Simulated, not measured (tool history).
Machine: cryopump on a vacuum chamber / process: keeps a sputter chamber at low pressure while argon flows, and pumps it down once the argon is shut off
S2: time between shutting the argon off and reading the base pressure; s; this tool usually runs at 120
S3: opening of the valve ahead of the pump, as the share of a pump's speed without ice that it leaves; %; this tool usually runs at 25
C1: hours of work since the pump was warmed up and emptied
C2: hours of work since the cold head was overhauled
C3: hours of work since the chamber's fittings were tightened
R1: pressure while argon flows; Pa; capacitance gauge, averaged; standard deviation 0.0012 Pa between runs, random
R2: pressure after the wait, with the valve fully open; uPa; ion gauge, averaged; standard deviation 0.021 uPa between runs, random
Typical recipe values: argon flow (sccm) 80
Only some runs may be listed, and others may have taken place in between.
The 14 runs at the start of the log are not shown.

run 15 hour=879.3 | argon_flow_(sccm)=80 S2=120 S3=25 | C1=352 C2=1443 C3=573 | R1=0.269 R2=0.77
run 16 hour=947.2 | argon_flow_(sccm)=80 S2=120 S3=25 | C1=399 C2=1490 C3=620 | R1=0.2694 R2=0.81
run 17 hour=1017.7 | argon_flow_(sccm)=80 S2=120 S3=25 | C1=448 C2=1539 C3=669 | R1=0.267 R2=0.82
run 18 hour=1085.8 | argon_flow_(sccm)=72 S2=51 S3=29 | C1=495 C2=1586 C3=716 | R1=0.2097 R2=1.31
-- hour=1123.6 pump warmed up, emptied and cooled again
run 19 hour=1144.9 | argon_flow_(sccm)=62 S2=159 S3=49 | C1=15 C2=1623 C3=753 | R1=0.1045 R2=0.73
run 20 hour=1205.8 | argon_flow_(sccm)=80 S2=180 S3=47 | C1=57 C2=1665 C3=795 | R1=0.1416 R2=0.69
run 21 hour=1257.2 | argon_flow_(sccm)=80 S2=180 S3=47 | C1=92 C2=1701 C3=831 | R1=0.142 R2=0.73
run 22 hour=1319.7 | argon_flow_(sccm)=44 S2=118 S3=16 | C1=135 C2=1744 C3=874 | R1=0.2259 R2=0.86
run 23 hour=1377.1 | argon_flow_(sccm)=44 S2=118 S3=16 | C1=175 C2=1783 C3=913 | R1=0.2253 R2=0.9
run 24 hour=1459.5 | argon_flow_(sccm)=44 S2=118 S3=16 | C1=232 C2=1840 C3=970 | R1=0.2252 R2=0.95
run 25 hour=1518.7 | argon_flow_(sccm)=126 S2=135 S3=35 | C1=273 C2=1881 C3=1011 | R1=0.3014 R2=0.92
run 26 hour=1566.8 | argon_flow_(sccm)=126 S2=135 S3=35 | C1=306 C2=1914 C3=1044 | R1=0.3039 R2=0.99
run 27 hour=1635 | argon_flow_(sccm)=41 S2=173 S3=25 | C1=353 C2=1961 C3=1091 | R1=0.1368 R2=0.91
run 28 hour=1675.8 | argon_flow_(sccm)=41 S2=35 S3=25 | C1=381 C2=1990 C3=1120 | R1=0.1377 R2=1.88
run 29 hour=1712.2 | argon_flow_(sccm)=80 S2=48 S3=54 | C1=406 C2=2015 C3=1145 | R1=0.131 R2=1.55
run 30 hour=1771 | argon_flow_(sccm)=80 S2=31 S3=25 | C1=447 C2=2055 C3=1185 | R1=0.273 R2=2.13
run 31 hour=1838.4 | argon_flow_(sccm)=130 S2=120 S3=44 | C1=494 C2=2102 C3=1232 | R1=0.2591 R2=1.13
-- hour=1874.8 pump warmed up, emptied and cooled again
run 32 hour=1900.9 | argon_flow_(sccm)=80 S2=61 S3=50 | C1=18 C2=2142 C3=1272 | R1=0.1298 R2=1.36
run 33 hour=1979 | argon_flow_(sccm)=80 S2=61 S3=50 | C1=72 C2=2196 C3=1326 | R1=0.1321 R2=1.45

Consider 4 possible next runs. They are alternatives, not a sequence: every one starts from the tool as it was left by run 33. What does each give?
run A hour=2028.5 | argon_flow_(sccm)=117 S2=136 S3=50 | C1=106 C2=2230 C3=1360 | R1=? R2=?
run B hour=2028.5 | argon_flow_(sccm)=42 S2=33 S3=15 | C1=106 C2=2230 C3=1360 | R1=? R2=?
run C hour=2028.5 | argon_flow_(sccm)=80 S2=56 S3=50 | C1=106 C2=2230 C3=1360 | R1=? R2=?
run D hour=2028.5 | argon_flow_(sccm)=84 S2=106 S3=49 | C1=106 C2=2230 C3=1360 | R1=? R2=?

run=A R1=0.1949 R2=1.01
run=B R1=0.2291 R2=2.01
run=C R1=0.1324 R2=1.48
run=D R1=0.1427 R2=1.1
Take away the tool's hidden state, keep each run's random variation, and the runs would have read:
run=A R1=0.1903 R2=0.47
run=B R1=0.2274 R2=1.46
run=C R1=0.1292 R2=0.94
run=D R1=0.1394 R2=0.55
